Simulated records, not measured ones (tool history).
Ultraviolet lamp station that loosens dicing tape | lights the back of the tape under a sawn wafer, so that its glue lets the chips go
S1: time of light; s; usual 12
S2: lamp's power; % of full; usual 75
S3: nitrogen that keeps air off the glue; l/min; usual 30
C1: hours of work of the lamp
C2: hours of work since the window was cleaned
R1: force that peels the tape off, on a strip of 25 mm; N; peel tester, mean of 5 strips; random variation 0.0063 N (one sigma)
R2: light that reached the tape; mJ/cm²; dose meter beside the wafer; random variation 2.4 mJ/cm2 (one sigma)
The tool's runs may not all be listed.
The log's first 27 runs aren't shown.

{"run": 28, "hour": 1096.0, "S1": 23, "S2": 94, "S3": 30, "C1": 351, "C2": 151, "R1": 0.119, "R2": 633}
{"run": 29, "hour": 1144.2, "S1": 23, "S2": 94, "S3": 30, "C1": 372, "C2": 172, "R1": 0.116, "R2": 633}
{"run": 30, "hour": 1177.0, "S1": 8, "S2": 95, "S3": 36, "C1": 387, "C2": 186, "R1": 0.237, "R2": 220}
{"run": 31, "hour": 1213.9, "S1": 8, "S2": 90, "S3": 44, "C1": 403, "C2": 203, "R1": 0.232, "R2": 207}
{"run": 32, "hour": 1254.8, "S1": 16, "S2": 95, "S3": 46, "C1": 421, "C2": 221, "R1": 0.119, "R2": 443}
{"run": 33, "hour": 1303.9, "S1": 16, "S2": 99, "S3": 35, "C1": 443, "C2": 242, "R1": 0.118, "R2": 467}
{"run": 34, "hour": 1338.0, "S1": 16, "S2": 67, "S3": 35, "C1": 458, "C2": 257, "R1": 0.141, "R2": 311}
{"run": 35, "hour": 1394.8, "S1": 17, "S2": 75, "S3": 12, "C1": 483, "C2": 282, "R1": 0.191, "R2": 373}
{"hour": 1407.3, "done": "window cleaned of glue's vapour"}
{"run": 36, "hour": 1447.7, "S1": 8, "S2": 68, "S3": 10, "C1": 506, "C2": 18, "R1": 1.19, "R2": 161}
{"run": 37, "hour": 1481.9, "S1": 10, "S2": 71, "S3": 37, "C1": 521, "C2": 33, "R1": 0.259, "R2": 212}
{"run": 38, "hour": 1526.6, "S1": 10, "S2": 71, "S3": 37, "C1": 540, "C2": 53, "R1": 0.266, "R2": 205}
{"run": 39, "hour": 1566.0, "S1": 10, "S2": 71, "S3": 37, "C1": 558, "C2": 70, "R1": 0.274, "R2": 209}
{"run": 40, "hour": 1613.8, "S1": 9, "S2": 62, "S3": 37, "C1": 579, "C2": 91, "R1": 0.451, "R2": 164}
{"run": 41, "hour": 1673.3, "S1": 21, "S2": 75, "S3": 30, "C1": 605, "C2": 117, "R1": 0.113, "R2": 459}
{"run": 42, "hour": 1733.7, "S1": 12, "S2": 62, "S3": 11, "C1": 632, "C2": 144, "R1": 0.614, "R2": 216}

Forecast each of these 4 alternatives for the next run:
{"run": "A", "hour": 1765.2, "S1": 9, "S2": 75, "S3": 20, "C1": 645, "C2": 158, "R1": "?", "R2": "?"}
{"run": "B", "hour": 1765.2, "S1": 18, "S2": 62, "S3": 43, "C1": 645, "C2": 158, "R1": "?", "R2": "?"}
{"run": "C", "hour": 1765.2, "S1": 12, "S2": 75, "S3": 36, "C1": 645, "C2": 158, "R1": "?", "R2": "?"}
{"run": "D", "hour": 1765.2, "S1": 21, "S2": 94, "S3": 42, "C1": 645, "C2": 158, "R1": "?", "R2": "?"}

run=A R1=0.485 R2=201
run=B R1=0.13 R2=325
run=C R1=0.173 R2=266
run=D R1=0.113 R2=574
Without the tool's hidden state the same runs would have given:
run=A R1=0.481 R2=202
run=B R1=0.13 R2=326
run=C R1=0.172 R2=267
run=D R1=0.113 R2=577

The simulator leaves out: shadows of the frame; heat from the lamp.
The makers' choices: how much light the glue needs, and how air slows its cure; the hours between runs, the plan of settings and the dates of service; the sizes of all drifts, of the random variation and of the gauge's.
